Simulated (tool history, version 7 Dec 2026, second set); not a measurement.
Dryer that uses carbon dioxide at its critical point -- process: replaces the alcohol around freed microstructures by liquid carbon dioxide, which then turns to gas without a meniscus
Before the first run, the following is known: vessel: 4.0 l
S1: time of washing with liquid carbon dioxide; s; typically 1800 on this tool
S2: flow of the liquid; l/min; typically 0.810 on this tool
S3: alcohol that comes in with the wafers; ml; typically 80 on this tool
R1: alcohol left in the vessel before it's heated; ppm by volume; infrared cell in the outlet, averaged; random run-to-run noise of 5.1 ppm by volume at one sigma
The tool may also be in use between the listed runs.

run 1 hour=0.0 | S1=1800 S2=0.810 S3=80 | R1=265
run 2 hour=56.6 | S1=1800 S2=0.810 S3=80 | R1=275
run 3 hour=110.9 | S1=1800 S2=0.810 S3=80 | R1=287
run 4 hour=140.5 | S1=1800 S2=0.810 S3=80 | R1=280
run 5 hour=175.5 | S1=1800 S2=0.810 S3=80 | R1=290
run 6 hour=207.6 | S1=1320 S2=0.810 S3=80 | R1=537
run 7 hour=234.7 | S1=1080 S2=0.810 S3=80 | R1=837
run 8 hour=277.0 | S1=1800 S2=0.489 S3=80 | R1=962
run 9 hour=323.1 | S1=1800 S2=0.934 S3=80 | R1=269
run 10 hour=349.1 | S1=1800 S2=0.810 S3=80 | R1=318
run 11 hour=377.3 | S1=1800 S2=0.517 S3=80 | R1=858
run 12 hour=413.5 | S1=1800 S2=0.810 S3=28 | R1=282
run 13 hour=443.0 | S1=1800 S2=0.810 S3=42 | R1=297
run 14 hour=490.7 | S1=1800 S2=0.810 S3=42 | R1=301
run 15 hour=541.2 | S1=1800 S2=0.810 S3=42 | R1=298
-- hour=576.6 purifier's bed changed
run 16 hour=603.0 | S1=1800 S2=0.810 S3=80 | R1=89
run 17 hour=633.1 | S1=1800 S2=0.810 S3=80 | R1=90
run 18 hour=681.5 | S1=1800 S2=0.810 S3=80 | R1=99
run 19 hour=734.2 | S1=1800 S2=0.810 S3=80 | R1=115
run 20 hour=785.2 | S1=2520 S2=0.810 S3=105 | R1=39
run 21 hour=822.3 | S1=2040 S2=0.948 S3=36 | R1=33
run 22 hour=867.4 | S1=2040 S2=0.948 S3=36 | R1=39
run 23 hour=899.1 | S1=2040 S2=0.948 S3=36 | R1=47
run 24 hour=924.1 | S1=2040 S2=0.948 S3=36 | R1=53
run 25 hour=979.9 | S1=1800 S2=0.926 S3=98 | R1=102
run 26 hour=1016.0 | S1=1800 S2=0.926 S3=98 | R1=119
run 27 hour=1053.6 | S1=1560 S2=0.861 S3=61 | R1=178
-- hour=1075.0 inlet filter changed
run 28 hour=1112.3 | S1=1560 S2=0.861 S3=61 | R1=119
run 29 hour=1149.6 | S1=1560 S2=0.861 S3=61 | R1=125
run 30 hour=1197.1 | S1=2340 S2=0.621 S3=36 | R1=97
run 31 hour=1250.1 | S1=2340 S2=0.621 S3=36 | R1=108
run 32 hour=1288.7 | S1=1080 S2=1.145 S3=91 | R1=218
run 33 hour=1323.1 | S1=1080 S2=1.145 S3=91 | R1=238
run 34 hour=1366.4 | S1=1080 S2=1.145 S3=91 | R1=232
run 35 hour=1406.3 | S1=1860 S2=0.810 S3=109 | R1=169
run 36 hour=1432.7 | S1=1860 S2=0.810 S3=109 | R1=172
run 37 hour=1477.3 | S1=2280 S2=1.163 S3=25 | R1=100
run 38 hour=1536.7 | S1=1860 S2=0.842 S3=100 | R1=163

Pick out some run-to-run changes in R1. Of each, how much would a tool without hidden state show as well, from the settings, what came in and chance, and how much is left for the hidden state and any gauge scatter not in both results compared?
Hidden conditions of the tool in this case: flow that reaches the vessel past the clogged filter, %; alcohol in the recycled carbon dioxide, ppm; drift of the gauge itself on alcohol_ppm, %.
Run 8 -> 9: S2 0.489 -> 0.934. R1 -693 ppm by volume: hidden state -76, all else -617.
Run 10 -> 11: S2 0.810 -> 0.517. R1 +540 ppm by volume: hidden state +80, all else +460.
Run 11 -> 12: S2 0.517 -> 0.810, S3 80 -> 28. R1 -576 ppm by volume: hidden state -82, all else -494.
Run 15 -> 16: S3 42 -> 80, purifier's bed changed. R1 -209 ppm by volume: hidden state -242, all else +33.
